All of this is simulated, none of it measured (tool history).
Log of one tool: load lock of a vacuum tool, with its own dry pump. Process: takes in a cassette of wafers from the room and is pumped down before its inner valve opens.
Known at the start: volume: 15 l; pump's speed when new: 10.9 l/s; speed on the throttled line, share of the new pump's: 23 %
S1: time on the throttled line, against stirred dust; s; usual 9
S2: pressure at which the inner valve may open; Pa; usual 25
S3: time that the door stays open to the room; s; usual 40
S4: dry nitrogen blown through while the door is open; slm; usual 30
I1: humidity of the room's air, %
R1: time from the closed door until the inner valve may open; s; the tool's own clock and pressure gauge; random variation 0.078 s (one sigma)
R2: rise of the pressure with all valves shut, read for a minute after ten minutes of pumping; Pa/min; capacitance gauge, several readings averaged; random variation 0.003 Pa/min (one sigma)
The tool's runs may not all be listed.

| run | hour | S1 | S2 | S3 | S4 | I1 | R1 | R2 |
|---|---|---|---|---|---|---|---|---|
| 1 | 0 | 9 | 25 | 40 | 30 | 45.4 | 19.28 | 0.039 |
| 2 | 209.9 | 9 | 25 | 233 | 30 | 42.8 | 19.17 | 0.053 |
| 3 | 323.6 | 9 | 25 | 233 | 30 | 43.9 | 19.23 | 0.048 |
| 4 | 466.1 | 9 | 25 | 233 | 30 | 41.4 | 19.26 | 0.05 |
| 5 | 644.7 | 9 | 25 | 233 | 30 | 46.2 | 19.3 | 0.056 |
| 6 | 839.5 | 9 | 25 | 233 | 30 | 45.8 | 19.31 | 0.058 |
| 7 | 1035.2 | 9 | 25 | 40 | 9 | 45.3 | 19.27 | 0.049 |
| 8 | 1144.5 | 9 | 25 | 40 | 18 | 46 | 19.33 | 0.05 |
| 9 | 1344.2 | 9 | 25 | 27 | 30 | 45.4 | 19.35 | 0.045 |
| 10 | 1520.3 | 9 | 25 | 27 | 30 | 47.4 | 19.33 | 0.041 |
| 11 | 1654.9 | 9 | 25 | 40 | 30 | 45.3 | 19.33 | 0.041 |
| 12 | 1814.8 | 9 | 25 | 40 | 30 | 44.2 | 19.45 | 0.04 |
| 13 | 1947.2 | 9 | 25 | 40 | 30 | 45.4 | 19.39 | 0.048 |
| 14 | 2080.1 | 9 | 25 | 40 | 30 | 48 | 19.44 | 0.046 |
| 15 | 2264 | 9 | 25 | 40 | 30 | 46.5 | 19.54 | 0.05 |
| 16 | 2473.2 | 9 | 25 | 40 | 15 | 44.2 | 19.4 | 0.053 |
| 17 | 2636.3 | 5 | 25 | 84 | 7 | 45.6 | 16.58 | 0.073 |
| 18 | 2810.9 | 7 | 25 | 48 | 30 | 45.4 | 17.95 | 0.051 |
| 19 | 2915.4 | 15 | 22 | 68 | 30 | 46.2 | 24.27 | 0.051 |
| 20 | 3102.8 | 15 | 20 | 110 | 30 | 46.6 | 24.33 | 0.057 |
| 21 | 3240.1 | 13 | 36 | 239 | 30 | 45.8 | 21.97 | 0.061 |
| 22 | 3439.2 | 8 | 25 | 40 | 30 | 42.4 | 18.91 | 0.052 |
| 23 | 3652.7 | 9 | 30 | 92 | 30 | 45 | 19.21 | 0.06 |

Measured less the same run without the tool's hidden state. The same run-to-run variation is in both; the gauge's scatter may not be:
The hidden state here: pump's speed, % of a new pump's; leak at the door's seal, Pa l/s; drift of the gauge itself on ready_s, %; drift of the gauge itself on rise_pa_min, %.
| run | R1 | R2 |
|---|---|---|
| 1 | +0.76 | +0.014 |
| 2 | +0.77 | +0.016 |
| 3 | +0.79 | +0.015 |
| 4 | +0.8 | +0.016 |
| 5 | +0.82 | +0.017 |
| 6 | +0.83 | +0.018 |
| 7 | +0.85 | +0.019 |
| 8 | +0.86 | +0.019 |
| 9 | +0.88 | +0.02 |
| 10 | +0.9 | +0.021 |
| 11 | +0.91 | +0.022 |
| 12 | +0.92 | +0.022 |
| 13 | +0.94 | +0.023 |
| 14 | +0.95 | +0.023 |
| 15 | +0.97 | +0.025 |
| 16 | +0.98 | +0.024 |
| 17 | +1.1 | +0.026 |
| 18 | +1.07 | +0.027 |
| 19 | +0.9 | +0.027 |
| 20 | +0.93 | +0.028 |
| 21 | +0.9 | +0.029 |
| 22 | +1.13 | +0.029 |
| 23 | +1.07 | +0.031 |

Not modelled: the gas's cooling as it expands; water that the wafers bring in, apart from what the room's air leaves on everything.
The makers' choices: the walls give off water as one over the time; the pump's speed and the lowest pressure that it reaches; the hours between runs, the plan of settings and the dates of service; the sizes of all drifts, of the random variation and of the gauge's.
